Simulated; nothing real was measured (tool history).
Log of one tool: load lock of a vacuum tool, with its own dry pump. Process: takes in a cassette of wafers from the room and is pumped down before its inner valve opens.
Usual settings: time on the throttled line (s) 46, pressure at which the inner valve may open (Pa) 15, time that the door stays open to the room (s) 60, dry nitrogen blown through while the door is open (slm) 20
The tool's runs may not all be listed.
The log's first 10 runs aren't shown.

| run | hour | time on the throttled line (s) | pressure at which the inner valve may open (Pa) | time that the door stays open to the room (s) | dry nitrogen blown through while the door is open (slm) | incoming humidity of the room's air, % | time from the closed door until the inner valve may open (s) | rise of the pressure with all valves shut (Pa/min) |
|---|---|---|---|---|---|---|---|---|
| 11 | 2707.5 | 35 | 15 | 60 | 20 | 47.1 | 71.5 | 0.146 |
| 12 | 3112.9 | 46 | 15 | 95 | 20 | 46.5 | 80.4 | 0.164 |
| 13 | 3355.6 | 46 | 15 | 95 | 20 | 43.9 | 80.0 | 0.166 |
| 14 | 3701.0 | 46 | 15 | 95 | 20 | 43.4 | 80.5 | 0.179 |
| 15 | 4031.4 | 46 | 15 | 60 | 20 | 47.7 | 80.6 | 0.179 |
| 16 | 4255.0 | 46 | 13 | 60 | 20 | 50.3 | 81.6 | 0.195 |
| 17 | 4667.6 | 46 | 13 | 60 | 20 | 45.9 | 81.7 | 0.199 |
| 18 | 5023.0 | 46 | 13 | 38 | 20 | 44.9 | 81.7 | 0.201 |
| 19 | 5303.0 | 46 | 15 | 60 | 10 | 44.9 | 81.1 | 0.222 |
| 20 | 5533.9 | 46 | 25 | 26 | 30 | 46.6 | 78.0 | 0.214 |
| 21 | 5853.5 | 46 | 25 | 26 | 30 | 46.6 | 78.5 | 0.212 |
| 22 | 6173.6 | 46 | 25 | 26 | 30 | 44.1 | 79.3 | 0.234 |
| 23 | 6555.8 | 46 | 25 | 26 | 30 | 44.1 | 78.8 | 0.242 |
| 24 | 6953.5 | 46 | 25 | 26 | 30 | 43.1 | 78.5 | 0.250 |
| 25 | 7225.5 | 26 | 15 | 60 | 10 | 45.6 | 66.8 | 0.289 |
| 26 | 7640.7 | 46 | 11 | 46 | 38 | 45.1 | 83.7 | 0.277 |
| 27 | 7923.0 | 46 | 11 | 46 | 38 | 47.1 | 83.5 | 0.289 |
|  | 7944.6 | door's seal changed, seat wiped |
| 28 | 8147.4 | 40 | 16 | 46 | 38 | 46.3 | 77.1 | 0.031 |
| 29 | 8366.5 | 32 | 29 | 54 | 35 | 42.0 | 67.7 | 0.026 |
| 30 | 8704.9 | 56 | 13 | 49 | 21 | 43.4 | 90.8 | 0.043 |
| 31 | 8971.7 | 24 | 15 | 45 | 26 | 43.1 | 65.3 | 0.033 |
| 32 | 9281.3 | 75 | 25 | 197 | 20 | 46.0 | 102.0 | 0.073 |
| 33 | 9627.3 | 27 | 17 | 197 | 20 | 46.2 | 67.6 | 0.074 |
| 34 | 10060.3 | 46 | 14 | 60 | 20 | 43.3 | 83.4 | 0.049 |
| 35 | 10399.0 | 46 | 14 | 60 | 20 | 48.2 | 83.6 | 0.065 |

The next listed run, before its measurement:
| 36 | 10766.5 | 46 | 16 | 60 | 12 | 43.5 | ? | ? |

{"run 36": {"time from the closed door until the inner valve may open (s)": 82.6, "rise of the pressure with all valves shut (Pa/min)": 0.07}}
Without the tool's hidden state the same run would have given time from the closed door until the inner valve may open (s) 77.8, rise of the pressure with all valves shut (Pa/min) 0.046.

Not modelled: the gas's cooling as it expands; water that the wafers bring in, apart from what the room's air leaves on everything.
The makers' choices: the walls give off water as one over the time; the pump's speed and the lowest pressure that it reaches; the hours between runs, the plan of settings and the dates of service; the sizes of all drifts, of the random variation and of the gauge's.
